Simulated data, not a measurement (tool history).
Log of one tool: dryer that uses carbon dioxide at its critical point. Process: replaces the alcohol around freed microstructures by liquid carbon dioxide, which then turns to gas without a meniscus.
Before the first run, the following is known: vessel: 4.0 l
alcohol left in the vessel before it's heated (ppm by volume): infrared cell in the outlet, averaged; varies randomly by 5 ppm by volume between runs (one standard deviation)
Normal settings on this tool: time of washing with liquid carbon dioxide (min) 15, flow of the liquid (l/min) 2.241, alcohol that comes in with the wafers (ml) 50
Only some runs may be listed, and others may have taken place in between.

run   hour  time of washing with liquid carbon dioxide (min)  flow of the liquid (l/min)  alcohol that comes in with the wafers (ml)  alcohol left in the vessel before it's heated (ppm by volume)
  1    0.0                                                15                       2.241                                          50                                                             29
  2   13.5                                                15                       2.241                                          50                                                             30
  3   27.1                                                15                       2.241                                          50                                                             29
  4   40.3                                                15                       2.241                                          50                                                             32
  5   55.5                                                15                       2.241                                          50                                                             36
  6   71.7                                                15                       2.241                                          50                                                             36
  7   83.7                                                15                       2.241                                          50                                                             28
  8   99.2                                                15                       2.241                                          50                                                             34
  9  112.8                                                15                       2.241                                          50                                                             34
 10  124.1                                                15                       2.241                                          50                                                             42
 11  134.2                                                15                       2.241                                          50                                                             29
 12  146.9                                                15                       2.241                                          50                                                             39
 13  155.1                                                15                       2.241                                          78                                                             48
 14  162.1                                                15                       2.241                                          78                                                             40
 15  175.0                                                15                       2.241                                          78                                                             39
 16  188.8                                                15                       2.241                                          78                                                             46
 17  206.0                                                15                       3.140                                          78                                                             37
 18  220.5                                                15                       3.140                                          78                                                             39
 19  231.9                                                15                       3.140                                          78                                                             39
 20  245.7                                                15                       2.241                                          72                                                             47
 21  258.6                                                15                       2.241                                          72                                                             56
 22  270.6                                                15                       2.241                                          50                                                             54
 23  284.3                                                15                       2.241                                          50                                                             49
 24  295.0                                                15                       2.241                                          50                                                             50
 25  302.6                                                10                       2.530                                         111                                                            141
 26  312.3                                                13                       1.580                                          25                                                            105
 27  320.9                                                10                       2.241                                          87                                                            197
 28  329.5                                                16                       3.310                                          87                                                             37
 29  343.6                                                16                       3.310                                          87                                                             45
 30  355.5                                                12                       1.830                                         118                                                            276
 31  363.6                                                11                       3.500                                          78                                                             57
 32  371.8                                                15                       2.230                                          87                                                             62
 33  384.8                                                15                       1.420                                          50                                                            163
 34  400.6                                                23                       1.420                                          86                                                             67
 35  417.1                                                11                       2.740                                          94                                                             83
 36  426.7                                                19                       2.380                                         107                                                             57
 37  439.9                                                14                       3.480                                         107                                                             52
 38  447.3                                                14                       3.480                                         107                                                             56
 39  454.7                                                14                       3.480                                         107                                                             60
 40  470.6                                                14                       3.480                                         107                                                             57
 41  480.4                                                21                       2.130                                          92                                                             50
 42  490.4                                                21                       2.130                                          92                                                             62
 43  498.3                                                17                       3.260                                          50                                                             65
 44  513.3                                                15                       2.241                                          24                                                             74
 45  523.4                                                21                       2.241                                          24                                                             53
 46  531.1                                                15                       2.710                                          50                                                             60
 47  548.5                                                14                       2.241                                          69                                                             82

4 ways to go on from here, each from the tool as it stands after run 47. What would each give?
  A  558.2                                                10                       3.390                                          51                                                              ?
  B  558.2                                                11                       1.620                                          47                                                              ?
  C  558.2                                                24                       2.241                                          69                                                              ?
  D  558.2                                                15                       2.060                                          31                                                              ?

run  alcohol left in the vessel before it's heated (ppm by volume)
  A                                                             74
  B                                                            307
  C                                                             59
  D                                                             73
What these runs would have given with no unlogged condition in the tool:
run  alcohol left in the vessel before it's heated (ppm by volume)
  A                                                             13
  B                                                            163
  C                                                              2
  D                                                             11

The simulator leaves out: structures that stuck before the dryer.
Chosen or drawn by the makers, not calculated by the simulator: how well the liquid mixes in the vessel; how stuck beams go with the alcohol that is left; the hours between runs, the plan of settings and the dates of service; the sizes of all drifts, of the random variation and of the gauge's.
